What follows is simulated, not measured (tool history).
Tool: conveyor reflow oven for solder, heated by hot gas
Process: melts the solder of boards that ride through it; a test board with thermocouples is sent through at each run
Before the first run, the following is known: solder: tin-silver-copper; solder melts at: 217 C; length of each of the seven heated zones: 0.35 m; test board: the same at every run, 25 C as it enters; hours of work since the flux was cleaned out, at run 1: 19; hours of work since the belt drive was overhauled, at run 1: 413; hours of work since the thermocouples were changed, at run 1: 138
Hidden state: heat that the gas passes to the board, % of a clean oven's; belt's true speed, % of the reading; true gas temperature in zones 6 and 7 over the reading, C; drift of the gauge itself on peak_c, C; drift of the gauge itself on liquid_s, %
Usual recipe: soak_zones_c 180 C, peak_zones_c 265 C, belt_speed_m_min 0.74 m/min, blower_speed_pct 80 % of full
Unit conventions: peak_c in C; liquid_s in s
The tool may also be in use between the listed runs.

run     day  soak_zones_c  peak_zones_c  belt_speed_m_min  blower_speed_pct  hours of work since the flux was cleaned out  hours of work since the belt drive was overhauled  hours of work since the thermocouples were changed  peak_c  liquid_s
  1       0           180           265              0.74                80                                            19                                                413                                                 138  257.28      48.3
  2   0.846           180           265              0.74                80                                            32                                                426                                                 151  257.22      48.4
  3   1.533           180           265              0.74                80                                            43                                                438                                                 162  257.18      48.4
  4   2.154           180           265              0.74                80                                            53                                                448                                                 172  257.03      48.5
  5   2.654           180           265              0.74                74                                            61                                                456                                                 180  256.27      47.5
  6     3.2           180           265             0.761                80                                            70                                                464                                                 189   256.7      46.8
  7   4.021           189           265              0.74                80                                            83                                                477                                                 202  258.04      51.3
  8   4.846           176           265              0.74                80                                            96                                                491                                                 215  256.67      47.3
  9     5.6           176           265              0.74                80                                           109                                                503                                                 227   256.7      47.1
 10   6.438           180           265              0.74                80                                           122                                                516                                                 241     257      48.2
 11   6.842           180           265              0.74                80                                           129                                                523                                                 247  257.09      48.1
 12     7.6           180           265              0.74                80                                           141                                                535                                                 260  257.14      48.3
 13   8.133           180           265              0.74                80                                           149                                                544                                                 268  257.01      48.3
 14     8.8           180           271              0.74                57                                           160                                                554                                                 279  257.65      47.5
       9.05  -- flux residue cleaned out of gas plates and filters
 15   9.529           170           259             0.701                89                                             8                                                563                                                 287  252.48      47.2
 16  10.375           180           258             0.755                80                                            21                                                576                                                 301  249.79      44.1
 17  10.762           175           272             0.692                53                                            28                                                582                                                 307  258.16        50
 18   11.45           180           269             0.822                80                                            39                                                593                                                 318  257.87        43
 19  12.129           180           263              0.74                80                                            49                                                604                                                 329  254.72      47.2
 20  12.983           180           256             0.868                80                                            63                                                618                                                 343  244.78      35.4
 21  13.704           193           260             0.868                69                                            75                                                630                                                 354  248.54      40.2
     13.979  -- flux residue cleaned out of gas plates and filters, once more
 22  14.592           180           257              0.74                51                                            10                                                641                                                 365  244.08      40.2
 23  15.008           180           257              0.74                51                                            17                                                647                                                 372  244.13      40.1
 24  15.483           166           257              0.74                52                                            24                                                655                                                 380  241.94      34.8

Forecast each of these 4 alternatives for the next run:
  A  15.854           188           268             0.708                80                                            30                                                661                                                 385       ?         ?
  B  15.854           180           265             0.728                80                                            30                                                661                                                 385       ?         ?
  C  15.854           168           257              0.74                52                                            30                                                661                                                 385       ?         ?
  D  15.854           168           257             0.687                80                                            30                                                661                                                 385       ?         ?

run  peak_c  liquid_s
  A  262.14        55
  B  257.82      49.7
  C  242.22      35.4
  D  250.49      46.8
Stripped of hidden state, with their random variation kept, the same runs would have yielded:
run  peak_c  liquid_s
  A  261.47      53.8
  B  257.14      48.6
  C  241.38      34.1
  D  249.81      45.6
